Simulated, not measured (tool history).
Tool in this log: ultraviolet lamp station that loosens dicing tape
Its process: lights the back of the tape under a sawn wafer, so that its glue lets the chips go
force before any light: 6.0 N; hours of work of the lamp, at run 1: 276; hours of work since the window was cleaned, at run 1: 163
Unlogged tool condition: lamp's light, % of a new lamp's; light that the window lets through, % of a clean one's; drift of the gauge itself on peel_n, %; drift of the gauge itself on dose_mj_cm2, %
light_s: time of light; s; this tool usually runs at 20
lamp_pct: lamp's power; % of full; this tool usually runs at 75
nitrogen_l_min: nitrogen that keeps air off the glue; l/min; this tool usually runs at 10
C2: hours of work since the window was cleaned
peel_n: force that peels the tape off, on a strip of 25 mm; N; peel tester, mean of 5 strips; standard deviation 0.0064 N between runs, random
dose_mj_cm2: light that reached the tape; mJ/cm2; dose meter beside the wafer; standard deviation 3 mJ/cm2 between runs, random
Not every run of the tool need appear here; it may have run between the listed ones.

Run 1, hour 0.0: usual settings; hours of work of the lamp 276; C2 163. Result: peel_n 0.307 N, dose_mj_cm2 380 mJ/cm2.
Run 2, hour 7.4: usual settings; hours of work of the lamp 282; C2 169. Result: peel_n 0.319 N, dose_mj_cm2 378 mJ/cm2.
Run 3, hour 17.7: usual settings; hours of work of the lamp 290; C2 177. Result: peel_n 0.315 N, dose_mj_cm2 374 mJ/cm2.
Run 4, hour 27.2: usual settings; hours of work of the lamp 298; C2 185. Result: peel_n 0.315 N, dose_mj_cm2 376 mJ/cm2.
Run 5, hour 38.0: usual settings; hours of work of the lamp 306; C2 193. Result: peel_n 0.334 N, dose_mj_cm2 374 mJ/cm2.
Run 6, hour 47.9: usual settings; hours of work of the lamp 314; C2 201. Result: peel_n 0.319 N, dose_mj_cm2 365 mJ/cm2.
Run 7, hour 54.0: usual settings; hours of work of the lamp 319; C2 206. Result: peel_n 0.326 N, dose_mj_cm2 367 mJ/cm2.
Run 8, hour 63.1: usual settings but light_s 14 s; hours of work of the lamp 326; C2 213. Result: peel_n 0.738 N, dose_mj_cm2 261 mJ/cm2.
Run 9, hour 72.4: usual settings but light_s 14 s; hours of work of the lamp 334; C2 221. Result: peel_n 0.767 N, dose_mj_cm2 259 mJ/cm2.
Run 10, hour 78.2: usual settings but light_s 21 s; hours of work of the lamp 338; C2 225. Result: peel_n 0.313 N, dose_mj_cm2 383 mJ/cm2.
Run 11, hour 87.2: usual settings but light_s 21 s; hours of work of the lamp 345; C2 233. Result: peel_n 0.301 N, dose_mj_cm2 383 mJ/cm2.
Run 12, hour 94.7: usual settings; hours of work of the lamp 351; C2 238. Result: peel_n 0.348 N, dose_mj_cm2 364 mJ/cm2.
Run 13, hour 103.7: usual settings; hours of work of the lamp 358; C2 246. Result: peel_n 0.351 N, dose_mj_cm2 359 mJ/cm2.
At hour 104.8: window cleaned of glue's vapour.
Run 14, hour 112.2: usual settings; hours of work of the lamp 365; C2 6. Result: peel_n 0.373 N, dose_mj_cm2 347 mJ/cm2.
Run 15, hour 117.0: usual settings; hours of work of the lamp 369; C2 10. Result: peel_n 0.378 N, dose_mj_cm2 350 mJ/cm2.
Run 16, hour 122.2: usual settings; hours of work of the lamp 373; C2 14. Result: peel_n 0.370 N, dose_mj_cm2 350 mJ/cm2.
Run 17, hour 131.2: usual settings; hours of work of the lamp 380; C2 21. Result: peel_n 0.379 N, dose_mj_cm2 347 mJ/cm2.
Run 18, hour 140.3: usual settings; hours of work of the lamp 387; C2 28. Result: peel_n 0.391 N, dose_mj_cm2 343 mJ/cm2.
Run 19, hour 148.2: usual settings; hours of work of the lamp 393; C2 34. Result: peel_n 0.397 N, dose_mj_cm2 341 mJ/cm2.
Run 20, hour 158.6: usual settings but light_s 12 s; hours of work of the lamp 402; C2 43. Result: peel_n 1.121 N, dose_mj_cm2 205 mJ/cm2.
At hour 161.0: window cleaned of glue's vapour, once more.
Run 21, hour 164.1: usual settings but light_s 15 s; hours of work of the lamp 406; C2 2. Result: peel_n 0.653 N, dose_mj_cm2 275 mJ/cm2.
Run 22, hour 171.8: usual settings but light_s 15 s, nitrogen_l_min 18 l/min; hours of work of the lamp 412; C2 9. Result: peel_n 0.440 N, dose_mj_cm2 274 mJ/cm2.
Run 23, hour 179.7: usual settings but light_s 26 s, lamp_pct 92 % of full, nitrogen_l_min 6 l/min; hours of work of the lamp 418; C2 15. Result: peel_n 0.181 N, dose_mj_cm2 575 mJ/cm2.
Run 24, hour 190.1: usual settings but light_s 11 s, lamp_pct 92 % of full, nitrogen_l_min 6 l/min; hours of work of the lamp 426; C2 23. Result: peel_n 1.180 N, dose_mj_cm2 244 mJ/cm2.
Run 25, hour 196.0: usual settings but light_s 11 s, lamp_pct 92 % of full, nitrogen_l_min 6 l/min; hours of work of the lamp 431; C2 28. Result: peel_n 1.193 N, dose_mj_cm2 246 mJ/cm2.
Run 26, hour 203.5: usual settings but light_s 28 s, lamp_pct 92 % of full, nitrogen_l_min 6 l/min; hours of work of the lamp 437; C2 34. Result: peel_n 0.145 N, dose_mj_cm2 612 mJ/cm2.
Run 27, hour 213.0: usual settings but light_s 28 s, lamp_pct 92 % of full, nitrogen_l_min 6 l/min; hours of work of the lamp 444; C2 41. Result: peel_n 0.167 N, dose_mj_cm2 610 mJ/cm2.
Run 28, hour 221.1: usual settings but light_s 24 s, lamp_pct 84 % of full, nitrogen_l_min 6 l/min; hours of work of the lamp 451; C2 48. Result: peel_n 0.296 N, dose_mj_cm2 474 mJ/cm2.
Run 29, hour 227.7: usual settings but light_s 28 s, lamp_pct 78 % of full; hours of work of the lamp 456; C2 53. Result: peel_n 0.140 N, dose_mj_cm2 513 mJ/cm2.
Run 30, hour 235.2: usual settings but light_s 25 s, lamp_pct 87 % of full; hours of work of the lamp 462; C2 59. Result: peel_n 0.150 N, dose_mj_cm2 508 mJ/cm2.
Run 31, hour 244.7: usual settings but light_s 25 s, lamp_pct 87 % of full; hours of work of the lamp 469; C2 66. Result: peel_n 0.151 N, dose_mj_cm2 504 mJ/cm2.
Run 32, hour 251.9: usual settings but light_s 12 s, lamp_pct 78 % of full, nitrogen_l_min 6 l/min; hours of work of the lamp 475; C2 72. Result: peel_n 1.347 N, dose_mj_cm2 218 mJ/cm2.
Run 33, hour 262.0: usual settings but light_s 21 s, nitrogen_l_min 13 l/min; hours of work of the lamp 483; C2 80. Result: peel_n 0.283 N, dose_mj_cm2 359 mJ/cm2.
Run 34, hour 268.7: usual settings but light_s 21 s, nitrogen_l_min 13 l/min; hours of work of the lamp 488; C2 85. Result: peel_n 0.275 N, dose_mj_cm2 363 mJ/cm2.
Run 35, hour 274.1: usual settings but light_s 14 s, nitrogen_l_min 9 l/min; hours of work of the lamp 493; C2 90. Result: peel_n 0.911 N, dose_mj_cm2 241 mJ/cm2.
Run 36, hour 284.2: usual settings but light_s 14 s, nitrogen_l_min 9 l/min; hours of work of the lamp 501; C2 98. Result: peel_n 0.917 N, dose_mj_cm2 241 mJ/cm2.
Run 37, hour 291.4: usual settings but lamp_pct 83 % of full, nitrogen_l_min 5 l/min; hours of work of the lamp 507; C2 103. Result: peel_n 0.615 N, dose_mj_cm2 376 mJ/cm2.
Run 38, hour 302.0: usual settings but light_s 29 s, lamp_pct 82 % of full, nitrogen_l_min 14 l/min; hours of work of the lamp 515; C2 112. Result: peel_n 0.112 N, dose_mj_cm2 534 mJ/cm2.
Run 39, hour 312.0: usual settings but light_s 29 s, lamp_pct 82 % of full, nitrogen_l_min 14 l/min; hours of work of the lamp 523; C2 120. Result: peel_n 0.107 N, dose_mj_cm2 533 mJ/cm2.
Run 40, hour 318.0: usual settings but light_s 32 s, lamp_pct 80 % of full, nitrogen_l_min 3 l/min; hours of work of the lamp 528; C2 125. Result: peel_n 0.353 N, dose_mj_cm2 572 mJ/cm2.
Run 41, hour 328.9: usual settings but lamp_pct 61 % of full, nitrogen_l_min 7 l/min; hours of work of the lamp 536; C2 133. Result: peel_n 0.863 N, dose_mj_cm2 275 mJ/cm2.
Run 42, hour 336.3: usual settings but lamp_pct 61 % of full, nitrogen_l_min 7 l/min; hours of work of the lamp 542; C2 139. Result: peel_n 0.863 N, dose_mj_cm2 271 mJ/cm2.
Run 43, hour 341.1: usual settings but light_s 18 s, lamp_pct 64 % of full, nitrogen_l_min 17 l/min; hours of work of the lamp 546; C2 143. Result: peel_n 0.521 N, dose_mj_cm2 253 mJ/cm2.

What if the next run were any one of these 3? Each begins from the tool's condition after run 43:
Run A, hour 351.6: usual settings but light_s 18 s, lamp_pct 64 % of full, nitrogen_l_min 6 l/min; hours of work of the lamp 554; C2 151. Result: peel_n ?, dose_mj_cm2 ?.
Run B, hour 351.6: usual settings but light_s 10 s, lamp_pct 96 % of full; hours of work of the lamp 554; C2 151. Result: peel_n ?, dose_mj_cm2 ?.
Run C, hour 351.6: usual settings but light_s 25 s, lamp_pct 72 % of full, nitrogen_l_min 17 l/min; hours of work of the lamp 554; C2 151. Result: peel_n ?, dose_mj_cm2 ?.

run  peel_n  dose_mj_cm2
  A   1.118          248
  B   1.060          211
  C   0.201          395
What these runs would have given with no unlogged condition in the tool:
run  peel_n  dose_mj_cm2
  A   0.618          341
  B   0.578          290
  C   0.109          542

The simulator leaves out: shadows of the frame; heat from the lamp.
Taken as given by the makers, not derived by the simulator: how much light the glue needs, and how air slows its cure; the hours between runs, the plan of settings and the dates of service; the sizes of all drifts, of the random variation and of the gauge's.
